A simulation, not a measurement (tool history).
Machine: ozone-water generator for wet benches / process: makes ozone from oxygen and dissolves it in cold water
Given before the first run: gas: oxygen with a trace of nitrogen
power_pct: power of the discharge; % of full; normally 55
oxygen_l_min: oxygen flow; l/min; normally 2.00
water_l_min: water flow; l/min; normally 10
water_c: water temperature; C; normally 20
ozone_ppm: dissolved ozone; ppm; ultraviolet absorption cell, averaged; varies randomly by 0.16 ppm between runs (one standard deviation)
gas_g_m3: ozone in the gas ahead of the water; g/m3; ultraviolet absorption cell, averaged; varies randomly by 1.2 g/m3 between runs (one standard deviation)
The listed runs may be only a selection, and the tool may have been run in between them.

run    hour  power_pct  oxygen_l_min  water_l_min  water_c  ozone_ppm  gas_g_m3
  1     0.0         55          2.00           10       20       21.6     223.1
  2    98.7         55          2.00           10       20       21.7     222.3
  3   195.9         55          2.00           10       20       21.6     222.8
  4   307.2         55          2.00           10       20       21.4     223.1
  5   411.2         55          2.00           10       20       21.3     221.4
  6   526.8         55          2.00           10       20       21.4     223.6
  7   617.9         55          2.00           10       20       21.4     221.8
      705.0  -- water thermometer calibrated
  8   718.6         55          1.58           10       20       20.0     240.9
  9   791.4         55          1.58           10       20       19.9     239.0
 10   890.3         55          1.58           10       20       20.0     237.0
 11   945.1         55          1.58           10       20       19.9     237.7
 12   998.5         55          2.00           10       20       21.3     222.3
 13  1082.1         49          2.00           10       20       19.2     197.2
 14  1140.9         49          2.00           10       20       19.4     199.6
 15  1217.0         49          2.00           10       20       19.3     198.8
 16  1310.9         55          2.00           10       18       22.0     219.8
 17  1400.3         55          1.95           10       20       21.4     221.9
 18  1453.2         55          1.95           14       25       14.3     221.2
 19  1557.2         60          2.00           12       24       18.6     239.1
 20  1654.9         60          2.00           12       24       18.9     239.6
 21  1707.9         46          3.06            8       12       27.3     162.8
 22  1764.2         97          2.54            8       12       51.6     340.5
 23  1833.2         97          2.54            8       12       52.3     340.4
 24  1955.0         55          3.39           15       22       16.3     183.3
 25  2051.3         55          3.39           15       22       16.3     183.6
 26  2138.1         62          2.00            9       20       25.9     242.4
 27  2226.6         62          2.00            9       20       26.2     243.0
     2341.1  -- gauge calibrated
 28  2349.1         68          2.00            8       20       31.6     271.5
 29  2462.9         68          2.00           10       20       25.8     269.1
 30  2569.9         60          2.00           10       17       24.2     243.1
 31  2648.9         60          2.00           10       17       23.7     240.8
 32  2718.0         55          2.00            6       15       34.5     222.3
 33  2771.0         41          1.74           10       13       16.9     177.7
 34  2856.3         52          2.00            7       20       27.7     209.4

Selected run-to-run steps in gas_g_m3, each split into two signed amounts: the part the tool would show with no hidden state at all (from settings, incoming material and random variation), and the remainder, which goes to the hidden state together with any gauge scatter not common to the measured and the hidden-state-free results:
The tool's hidden condition here consists of: yield of the discharge, % of new electrodes'; contactor's efficiency, % of a clean one's; true water temperature over the reading, C; drift of the gauge itself on ozone_ppm, %; drift of the gauge itself on gas_g_m3, %.
Run 20 -> 21: power_pct 60 -> 46, oxygen_l_min 2.00 -> 3.06, water_l_min 12 -> 8, water_c 24 -> 12. gas_g_m3 -76.8 g/m3: hidden state +1.6, all else -78.4.
Run 21 -> 22: power_pct 46 -> 97, oxygen_l_min 3.06 -> 2.54. gas_g_m3 +177.7 g/m3: hidden state -4.7, all else +182.4.
Run 23 -> 24: power_pct 97 -> 55, oxygen_l_min 2.54 -> 3.39, water_l_min 8 -> 15, water_c 12 -> 22. gas_g_m3 -157.1 g/m3: hidden state +4.0, all else -161.1.
Run 27 -> 28: power_pct 62 -> 68, water_l_min 9 -> 8, gauge calibrated. gas_g_m3 +28.5 g/m3: hidden state +6.5, all else +22.0.
